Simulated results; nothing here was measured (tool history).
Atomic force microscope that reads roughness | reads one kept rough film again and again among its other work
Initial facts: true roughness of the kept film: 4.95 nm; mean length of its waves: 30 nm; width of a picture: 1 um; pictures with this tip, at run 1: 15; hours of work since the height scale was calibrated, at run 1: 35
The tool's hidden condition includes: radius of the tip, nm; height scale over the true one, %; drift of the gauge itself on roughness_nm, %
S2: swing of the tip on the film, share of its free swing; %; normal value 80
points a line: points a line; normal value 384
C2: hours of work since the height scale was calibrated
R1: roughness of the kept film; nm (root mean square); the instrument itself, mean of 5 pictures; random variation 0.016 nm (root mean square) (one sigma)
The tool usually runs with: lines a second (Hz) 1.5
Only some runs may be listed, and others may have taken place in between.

Run 1, hour 0: usual settings; pictures with this tip 15; C2 35. Result: R1 3.73 nm (root mean square).
Run 2, hour 9: usual settings; pictures with this tip 31; C2 40. Result: R1 3.658 nm (root mean square).
Run 3, hour 14.9: usual settings; pictures with this tip 41; C2 43. Result: R1 3.68 nm (root mean square).
Run 4, hour 19.9: usual settings; pictures with this tip 50; C2 46. Result: R1 3.609 nm (root mean square).
Run 5, hour 25.3: usual settings; pictures with this tip 59; C2 49. Result: R1 3.625 nm (root mean square).
Run 6, hour 34.4: usual settings; pictures with this tip 75; C2 54. Result: R1 3.598 nm (root mean square).
Run 7, hour 39.3: usual settings but points a line 990; pictures with this tip 84; C2 57. Result: R1 3.586 nm (root mean square).
Run 8, hour 47.2: usual settings; pictures with this tip 97; C2 61. Result: R1 3.531 nm (root mean square).
Run 9, hour 53.7: usual settings but lines a second (Hz) 0.63, S2 58 %, points a line 281; pictures with this tip 109; C2 65. Result: R1 4.036 nm (root mean square).
Run 10, hour 62.9: usual settings but lines a second (Hz) 0.54, S2 60 %; pictures with this tip 125; C2 70. Result: R1 4.028 nm (root mean square).
Run 11, hour 70.9: usual settings but lines a second (Hz) 1.37, S2 56 %, points a line 898; pictures with this tip 139; C2 74. Result: R1 3.932 nm (root mean square).
Run 12, hour 78.3: usual settings but lines a second (Hz) 1.99, S2 56 %; pictures with this tip 151; C2 78. Result: R1 3.813 nm (root mean square).
At hour 83: new tip fitted.
Run 13, hour 87.7: usual settings but lines a second (Hz) 1.65, S2 69 %, points a line 317; pictures with this tip 8; C2 83. Result: R1 3.917 nm (root mean square).
Run 14, hour 94.9: usual settings but lines a second (Hz) 1.65, S2 69 %, points a line 317; pictures with this tip 20; C2 87. Result: R1 3.914 nm (root mean square).
Run 15, hour 99.6: usual settings but lines a second (Hz) 0.85, S2 69 %, points a line 499; pictures with this tip 29; C2 90. Result: R1 4.117 nm (root mean square).

Here are 3 independent what-if runs from the current tool condition. What would each one return?
Run A, hour 107.9: usual settings but points a line 350; pictures with this tip 43; C2 94. Result: R1 ?.
Run B, hour 107.9: usual settings but lines a second (Hz) 3.82, S2 69 %, points a line 406; pictures with this tip 43; C2 94. Result: R1 ?.
Run C, hour 107.9: usual settings but lines a second (Hz) 2.57, S2 69 %, points a line 847; pictures with this tip 43; C2 94. Result: R1 ?.

run     R1
  A  3.635
  B  3.443
  C  3.701
Without the tool's unlogged condition, the same runs would have read:
run     R1
  A  3.768
  B  3.569
  C  3.836
